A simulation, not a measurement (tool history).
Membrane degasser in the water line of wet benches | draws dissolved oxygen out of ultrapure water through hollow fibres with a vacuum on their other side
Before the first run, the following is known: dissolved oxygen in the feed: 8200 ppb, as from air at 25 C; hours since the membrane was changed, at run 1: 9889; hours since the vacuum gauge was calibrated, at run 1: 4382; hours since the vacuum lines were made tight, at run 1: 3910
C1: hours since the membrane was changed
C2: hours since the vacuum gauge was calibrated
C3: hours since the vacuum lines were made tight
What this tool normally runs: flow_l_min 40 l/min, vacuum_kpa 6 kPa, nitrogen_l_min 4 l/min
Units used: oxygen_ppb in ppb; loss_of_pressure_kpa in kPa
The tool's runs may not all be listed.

{"run": 1, "hour": 0.0, "flow_l_min": 40, "vacuum_kpa": 6, "nitrogen_l_min": 4, "C1": 9889, "C2": 4382, "C3": 3910, "oxygen_ppb": 186, "loss_of_pressure_kpa": 51.38}
{"run": 2, "hour": 182.3, "flow_l_min": 40, "vacuum_kpa": 6, "nitrogen_l_min": 4, "C1": 10071, "C2": 4564, "C3": 4093, "oxygen_ppb": 183.3, "loss_of_pressure_kpa": 51.37}
{"run": 3, "hour": 419.5, "flow_l_min": 40, "vacuum_kpa": 14.04, "nitrogen_l_min": 4, "C1": 10308, "C2": 4801, "C3": 4330, "oxygen_ppb": 363.5, "loss_of_pressure_kpa": 51.28}
{"run": 4, "hour": 554.0, "flow_l_min": 40, "vacuum_kpa": 6, "nitrogen_l_min": 4, "C1": 10443, "C2": 4936, "C3": 4465, "oxygen_ppb": 185.5, "loss_of_pressure_kpa": 51.29}
{"run": 5, "hour": 726.5, "flow_l_min": 42, "vacuum_kpa": 6, "nitrogen_l_min": 4, "C1": 10615, "C2": 5108, "C3": 4637, "oxygen_ppb": 211.2, "loss_of_pressure_kpa": 53.5}
{"run": 6, "hour": 883.4, "flow_l_min": 42, "vacuum_kpa": 6, "nitrogen_l_min": 4, "C1": 10772, "C2": 5265, "C3": 4794, "oxygen_ppb": 208.3, "loss_of_pressure_kpa": 53.79}
{"hour": 1057.9, "done": "membrane cartridge changed"}
{"run": 7, "hour": 1175.1, "flow_l_min": 40, "vacuum_kpa": 6, "nitrogen_l_min": 2.59, "C1": 117, "C2": 5553, "C3": 5082, "oxygen_ppb": 213.1, "loss_of_pressure_kpa": 51.16}
{"run": 8, "hour": 1390.4, "flow_l_min": 40, "vacuum_kpa": 6, "nitrogen_l_min": 4, "C1": 332, "C2": 5768, "C3": 5297, "oxygen_ppb": 182.1, "loss_of_pressure_kpa": 50.79}
{"hour": 1479.3, "done": "seals of the vacuum lines changed"}
{"run": 9, "hour": 1574.3, "flow_l_min": 57, "vacuum_kpa": 6, "nitrogen_l_min": 4, "C1": 514, "C2": 5950, "C3": 95, "oxygen_ppb": 437, "loss_of_pressure_kpa": 72.41}
{"run": 10, "hour": 1784.7, "flow_l_min": 49, "vacuum_kpa": 9.87, "nitrogen_l_min": 5.5, "C1": 725, "C2": 6161, "C3": 305, "oxygen_ppb": 363.4, "loss_of_pressure_kpa": 62.11}
{"run": 11, "hour": 1958.4, "flow_l_min": 49, "vacuum_kpa": 9.87, "nitrogen_l_min": 5.5, "C1": 898, "C2": 6334, "C3": 479, "oxygen_ppb": 366.4, "loss_of_pressure_kpa": 62.18}
{"run": 12, "hour": 2263.3, "flow_l_min": 45, "vacuum_kpa": 4.24, "nitrogen_l_min": 2.12, "C1": 1203, "C2": 6639, "C3": 784, "oxygen_ppb": 225.1, "loss_of_pressure_kpa": 56.97}
{"run": 13, "hour": 2566.8, "flow_l_min": 44, "vacuum_kpa": 5.53, "nitrogen_l_min": 6.32, "C1": 1507, "C2": 6943, "C3": 1088, "oxygen_ppb": 207.8, "loss_of_pressure_kpa": 55.65}
{"run": 14, "hour": 2862.5, "flow_l_min": 44, "vacuum_kpa": 5.53, "nitrogen_l_min": 6.32, "C1": 1803, "C2": 7238, "C3": 1383, "oxygen_ppb": 207.4, "loss_of_pressure_kpa": 55.08}
{"run": 15, "hour": 3061.7, "flow_l_min": 26, "vacuum_kpa": 4.15, "nitrogen_l_min": 5.02, "C1": 2002, "C2": 7438, "C3": 1582, "oxygen_ppb": 31.1, "loss_of_pressure_kpa": 32.79}
{"hour": 3097.6, "done": "gauge calibrated"}
{"run": 16, "hour": 3251.1, "flow_l_min": 51, "vacuum_kpa": 4.35, "nitrogen_l_min": 4, "C1": 2191, "C2": 7627, "C3": 1772, "oxygen_ppb": 293.6, "loss_of_pressure_kpa": 65.4}
{"run": 17, "hour": 3407.6, "flow_l_min": 27, "vacuum_kpa": 6.99, "nitrogen_l_min": 3.65, "C1": 2348, "C2": 7784, "C3": 1928, "oxygen_ppb": 88.6, "loss_of_pressure_kpa": 34.31}

Each row is a separate what-if for the run after 17, all from the same tool condition, not one after another. Results?
{"run": "A", "hour": 3644.1, "flow_l_min": 63, "vacuum_kpa": 13.4, "nitrogen_l_min": 9.45, "C1": 2584, "C2": 8020, "C3": 2165, "oxygen_ppb": "?", "loss_of_pressure_kpa": "?"}
{"run": "B", "hour": 3644.1, "flow_l_min": 53, "vacuum_kpa": 6.99, "nitrogen_l_min": 2.97, "C1": 2584, "C2": 8020, "C3": 2165, "oxygen_ppb": "?", "loss_of_pressure_kpa": "?"}
{"run": "C", "hour": 3644.1, "flow_l_min": 34, "vacuum_kpa": 6, "nitrogen_l_min": 11.09, "C1": 2584, "C2": 8020, "C3": 2165, "oxygen_ppb": "?", "loss_of_pressure_kpa": "?"}

run=A oxygen_ppb=595.3 loss_of_pressure_kpa=80.61
run=B oxygen_ppb=431.3 loss_of_pressure_kpa=67.59
run=C oxygen_ppb=86.8 loss_of_pressure_kpa=43.48
With no hidden state in the tool, these same runs would have given:
run=A oxygen_ppb=594.9 loss_of_pressure_kpa=80.89
run=B oxygen_ppb=430.9 loss_of_pressure_kpa=67.83
run=C oxygen_ppb=86.7 loss_of_pressure_kpa=43.63
